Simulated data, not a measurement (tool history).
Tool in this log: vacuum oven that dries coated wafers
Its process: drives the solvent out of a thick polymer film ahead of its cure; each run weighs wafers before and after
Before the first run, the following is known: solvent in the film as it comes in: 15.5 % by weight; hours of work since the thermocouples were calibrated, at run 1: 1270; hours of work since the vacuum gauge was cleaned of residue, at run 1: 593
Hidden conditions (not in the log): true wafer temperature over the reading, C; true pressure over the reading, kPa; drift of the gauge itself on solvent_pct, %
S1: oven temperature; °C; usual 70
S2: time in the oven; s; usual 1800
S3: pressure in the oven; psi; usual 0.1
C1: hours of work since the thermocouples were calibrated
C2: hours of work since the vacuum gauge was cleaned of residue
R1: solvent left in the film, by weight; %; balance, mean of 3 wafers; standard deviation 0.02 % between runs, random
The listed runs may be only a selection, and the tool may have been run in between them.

| run | day | S1 | S2 | S3 | C1 | C2 | R1 |
|---|---|---|---|---|---|---|---|
| 1 | 0 | 70 | 1800 | 0.1 | 1270 | 593 | 1.28 |
| 2 | 2.767 | 60 | 1800 | 0.1 | 1299 | 621 | 3.44 |
| 3 | 5.358 | 60 | 1800 | 0.1 | 1325 | 648 | 3.44 |
| 4 | 7.408 | 60 | 1800 | 0.1 | 1347 | 669 | 3.42 |
|  | 8.533 | oven's thermocouples calibrated |
| 5 | 9.842 | 60 | 1800 | 0.1 | 14 | 693 | 3.4 |
| 6 | 12.683 | 60 | 1800 | 0.1 | 43 | 723 | 3.41 |
| 7 | 14.546 | 60 | 1800 | 0.1 | 62 | 742 | 3.4 |
| 8 | 16.992 | 70 | 1800 | 0.1 | 87 | 767 | 1.25 |
| 9 | 18.567 | 70 | 1800 | 0.1 | 104 | 784 | 1.24 |
| 10 | 20.771 | 70 | 1800 | 0.1 | 126 | 806 | 1.26 |

Run 11, settings as shown, results not yet in. Your forecast:
| 11 | 23.35 | 70 | 1680 | 0.1 | 153 | 833 | ? |

{"run 11": {"R1": 1.44}}
Were there no unlogged condition in the tool, this run, its random variation unchanged, would have produced R1 1.43 %.
